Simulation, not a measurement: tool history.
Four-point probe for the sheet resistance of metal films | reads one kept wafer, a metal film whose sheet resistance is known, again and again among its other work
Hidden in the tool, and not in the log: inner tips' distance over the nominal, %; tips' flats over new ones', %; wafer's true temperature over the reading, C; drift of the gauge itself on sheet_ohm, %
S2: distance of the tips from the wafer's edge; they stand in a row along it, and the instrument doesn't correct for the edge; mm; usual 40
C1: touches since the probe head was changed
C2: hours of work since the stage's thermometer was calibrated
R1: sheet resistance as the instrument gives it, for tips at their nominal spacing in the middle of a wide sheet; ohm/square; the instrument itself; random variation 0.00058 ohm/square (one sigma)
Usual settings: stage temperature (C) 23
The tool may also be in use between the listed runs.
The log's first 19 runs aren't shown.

-- day=49.271 stage's thermometer calibrated
run 20 day=50.504 | stage_temperature_(C)=23 S2=63 | C1=41315 C2=17 | R1=2.892562
run 21 day=53.2 | stage_temperature_(C)=23 S2=8 | C1=42990 C2=55 | R1=2.930501
run 22 day=56.617 | stage_temperature_(C)=23 S2=40 | C1=45113 C2=103 | R1=2.892792
-- day=57.254 stage's thermometer calibrated, once more
run 23 day=58.3 | stage_temperature_(C)=23 S2=24 | C1=46145 C2=15 | R1=2.897467
run 24 day=59.879 | stage_temperature_(C)=20 S2=4 | C1=47126 C2=37 | R1=3.048765
run 25 day=62.371 | stage_temperature_(C)=20 S2=4 | C1=48676 C2=72 | R1=3.047716
run 26 day=64.958 | stage_temperature_(C)=20 S2=4 | C1=50282 C2=108 | R1=3.047404
run 27 day=67.312 | stage_temperature_(C)=20 S2=4 | C1=51746 C2=141 | R1=3.045291
run 28 day=70.012 | stage_temperature_(C)=27 S2=34 | C1=53423 C2=179 | R1=2.886624
run 29 day=72.412 | stage_temperature_(C)=22 S2=40 | C1=54913 C2=213 | R1=2.895559
run 30 day=75.908 | stage_temperature_(C)=34 S2=14 | C1=57086 C2=262 | R1=2.884937
run 31 day=78.45 | stage_temperature_(C)=20 S2=3 | C1=58665 C2=298 | R1=3.148572
run 32 day=80.133 | stage_temperature_(C)=33 S2=35 | C1=59711 C2=322 | R1=2.875465
run 33 day=83.871 | stage_temperature_(C)=28 S2=5 | C1=62032 C2=374 | R1=2.97773
-- day=86.512 new probe head fitted
run 34 day=87.496 | stage_temperature_(C)=28 S2=5 | C1=611 C2=425 | R1=2.980818
run 35 day=89.629 | stage_temperature_(C)=23 S2=5 | C1=1936 C2=454 | R1=2.988816
run 36 day=91.579 | stage_temperature_(C)=32 S2=18 | C1=3149 C2=482 | R1=2.883137
run 37 day=94.325 | stage_temperature_(C)=27 S2=10 | C1=4855 C2=521 | R1=2.908649
run 38 day=96.538 | stage_temperature_(C)=25 S2=5 | C1=6227 C2=552 | R1=2.983812
run 39 day=99.9 | stage_temperature_(C)=25 S2=28 | C1=8318 C2=599 | R1=2.889837
run 40 day=103.162 | stage_temperature_(C)=26 S2=26 | C1=10346 C2=645 | R1=2.887057
run 41 day=106.654 | stage_temperature_(C)=26 S2=26 | C1=12513 C2=694 | R1=2.886833
run 42 day=109.729 | stage_temperature_(C)=27 S2=14 | C1=14425 C2=737 | R1=2.893869
run 43 day=111.804 | stage_temperature_(C)=27 S2=14 | C1=15714 C2=766 | R1=2.894029
run 44 day=114.017 | stage_temperature_(C)=19 S2=36 | C1=17089 C2=797 | R1=2.896418

Forecast each of these 5 alternatives for the next run:
run A day=116.038 | stage_temperature_(C)=29 S2=36 | C1=18344 C2=826 | R1=?
run B day=116.038 | stage_temperature_(C)=19 S2=44 | C1=18344 C2=826 | R1=?
run C day=116.038 | stage_temperature_(C)=21 S2=5 | C1=18344 C2=826 | R1=?
run D day=116.038 | stage_temperature_(C)=19 S2=67 | C1=18344 C2=826 | R1=?
run E day=116.038 | stage_temperature_(C)=35 S2=4 | C1=18344 C2=826 | R1=?

run=A R1=2.878016
run=B R1=2.895679
run=C R1=2.9873
run=D R1=2.894238
run=E R1=3.01392
Without the tool's hidden state the same runs would have given:
run=A R1=2.88486
run=B R1=2.902583
run=C R1=2.994402
run=D R1=2.901139
run=E R1=3.021051

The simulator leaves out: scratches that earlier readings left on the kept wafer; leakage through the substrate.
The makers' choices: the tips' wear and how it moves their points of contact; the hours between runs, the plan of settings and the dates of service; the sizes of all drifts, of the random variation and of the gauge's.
